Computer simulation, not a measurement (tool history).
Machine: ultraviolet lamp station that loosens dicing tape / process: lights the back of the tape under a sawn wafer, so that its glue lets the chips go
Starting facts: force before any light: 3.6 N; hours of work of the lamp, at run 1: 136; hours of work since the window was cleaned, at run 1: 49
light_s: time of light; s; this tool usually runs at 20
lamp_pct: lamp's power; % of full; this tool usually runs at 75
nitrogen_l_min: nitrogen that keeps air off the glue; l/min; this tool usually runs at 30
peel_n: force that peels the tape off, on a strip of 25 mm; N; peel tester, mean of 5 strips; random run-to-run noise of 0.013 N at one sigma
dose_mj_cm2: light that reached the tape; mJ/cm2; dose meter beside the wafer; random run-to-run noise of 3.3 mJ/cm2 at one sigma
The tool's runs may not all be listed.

run	day	light_s	lamp_pct	nitrogen_l_min	hours of work of the lamp	hours of work since the window was cleaned	peel_n	dose_mj_cm2
1	0.000	20	75	30	136	49	0.662	496
2	1.079	20	75	12	153	66	0.875	498
3	2.292	20	75	30	172	84	0.667	492
4	3.496	20	75	30	190	103	0.702	483
5	4.779	20	75	30	210	123	0.690	481
6	5.521	20	75	30	222	134	0.688	472
7	6.458	20	75	30	236	149	0.715	471
8	7.979	20	75	30	260	173	0.717	473
9	9.492	20	75	40	283	196	0.671	461
10	11.112	20	75	40	308	221	0.686	459
11	12.050	20	75	30	323	236	0.743	456
# day 13.221: window cleaned of glue's vapour
12	13.408	20	75	30	343	3	0.706	473
13	14.467	39	75	30	360	19	0.294	925
14	15.646	39	75	30	378	38	0.298	914
15	17.217	20	65	30	402	62	0.850	401
16	18.000	11	75	30	414	74	1.457	252
17	19.071	20	64	52	431	91	0.793	387
18	20.325	14	98	27	451	110	0.840	410
19	21.483	14	98	27	468	128	0.857	409
20	22.846	24	93	36	490	149	0.425	656
21	24.292	20	89	17	512	171	0.738	518
22	25.412	30	75	45	529	189	0.413	652
23	26.875	30	75	33	552	211	0.452	652
24	28.029	30	75	33	570	229	0.451	643
# day 29.608: window cleaned of glue's vapour
25	29.642	20	82	26	594	0	0.720	485
26	30.971	20	76	17	615	21	0.928	446
27	31.808	31	63	24	628	34	0.565	575

5 ways to go on from here, each from the tool as it stands after run 27. What would each give?
A	33.458	19	63	12	654	60	?	?
B	33.458	18	83	19	654	60	?	?
C	33.458	29	62	49	654	60	?	?
D	33.458	25	82	30	654	60	?	?
E	33.458	20	81	29	654	60	?	?

run	peel_n	dose_mj_cm2
A	1.278	350
B	0.899	441
C	0.537	515
D	0.514	602
E	0.694	470
With no hidden state in the tool, these same runs would have given:
run	peel_n	dose_mj_cm2
A	1.060	420
B	0.710	530
C	0.415	620
D	0.399	724
E	0.537	565
